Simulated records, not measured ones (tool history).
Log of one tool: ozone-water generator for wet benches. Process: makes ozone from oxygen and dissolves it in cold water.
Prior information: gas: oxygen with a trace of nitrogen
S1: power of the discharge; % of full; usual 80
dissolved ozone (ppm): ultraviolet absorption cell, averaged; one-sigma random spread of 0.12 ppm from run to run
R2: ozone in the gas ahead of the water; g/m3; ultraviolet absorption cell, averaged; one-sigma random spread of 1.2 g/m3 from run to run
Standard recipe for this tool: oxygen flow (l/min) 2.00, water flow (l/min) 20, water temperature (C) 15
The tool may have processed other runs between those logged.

{"run": 1, "hour": 0.0, "S1": 80, "oxygen flow (l/min)": 2.0, "water flow (l/min)": 20, "water temperature (C)": 15, "dissolved ozone (ppm)": 10.3, "R2": 201.1}
{"run": 2, "hour": 98.0, "S1": 80, "oxygen flow (l/min)": 2.0, "water flow (l/min)": 20, "water temperature (C)": 15, "dissolved ozone (ppm)": 10.1, "R2": 198.6}
{"run": 3, "hour": 163.6, "S1": 80, "oxygen flow (l/min)": 2.0, "water flow (l/min)": 20, "water temperature (C)": 15, "dissolved ozone (ppm)": 10.0, "R2": 198.1}
{"run": 4, "hour": 253.3, "S1": 80, "oxygen flow (l/min)": 2.0, "water flow (l/min)": 20, "water temperature (C)": 15, "dissolved ozone (ppm)": 10.0, "R2": 199.0}
{"run": 5, "hour": 306.9, "S1": 80, "oxygen flow (l/min)": 2.0, "water flow (l/min)": 20, "water temperature (C)": 15, "dissolved ozone (ppm)": 9.8, "R2": 197.2}
{"run": 6, "hour": 424.5, "S1": 80, "oxygen flow (l/min)": 2.0, "water flow (l/min)": 20, "water temperature (C)": 15, "dissolved ozone (ppm)": 10.1, "R2": 197.6}
{"run": 7, "hour": 513.3, "S1": 80, "oxygen flow (l/min)": 2.0, "water flow (l/min)": 20, "water temperature (C)": 15, "dissolved ozone (ppm)": 10.0, "R2": 196.1}
{"run": 8, "hour": 614.3, "S1": 80, "oxygen flow (l/min)": 2.0, "water flow (l/min)": 20, "water temperature (C)": 15, "dissolved ozone (ppm)": 9.8, "R2": 194.5}
{"run": 9, "hour": 715.5, "S1": 80, "oxygen flow (l/min)": 2.0, "water flow (l/min)": 20, "water temperature (C)": 15, "dissolved ozone (ppm)": 9.5, "R2": 194.8}
{"run": 10, "hour": 776.8, "S1": 80, "oxygen flow (l/min)": 2.0, "water flow (l/min)": 21, "water temperature (C)": 10, "dissolved ozone (ppm)": 9.6, "R2": 192.1}
{"run": 11, "hour": 887.8, "S1": 80, "oxygen flow (l/min)": 2.0, "water flow (l/min)": 24, "water temperature (C)": 12, "dissolved ozone (ppm)": 8.0, "R2": 190.8}
{"run": 12, "hour": 941.2, "S1": 43, "oxygen flow (l/min)": 2.0, "water flow (l/min)": 15, "water temperature (C)": 8, "dissolved ozone (ppm)": 8.7, "R2": 120.0}

Expected results for the next run?
{"run": 13, "hour": 1001.2, "S1": 71, "oxygen flow (l/min)": 2.71, "water flow (l/min)": 15, "water temperature (C)": 9, "dissolved ozone (ppm)": "?", "R2": "?"}

Run 13 gave dissolved ozone (ppm) 13.4, R2 150.7 g/m3.
Take away the tool's hidden state, keep the run-to-run variation as it was, and the same run would have given dissolved ozone (ppm) 16.4, R2 178.1 g/m3.
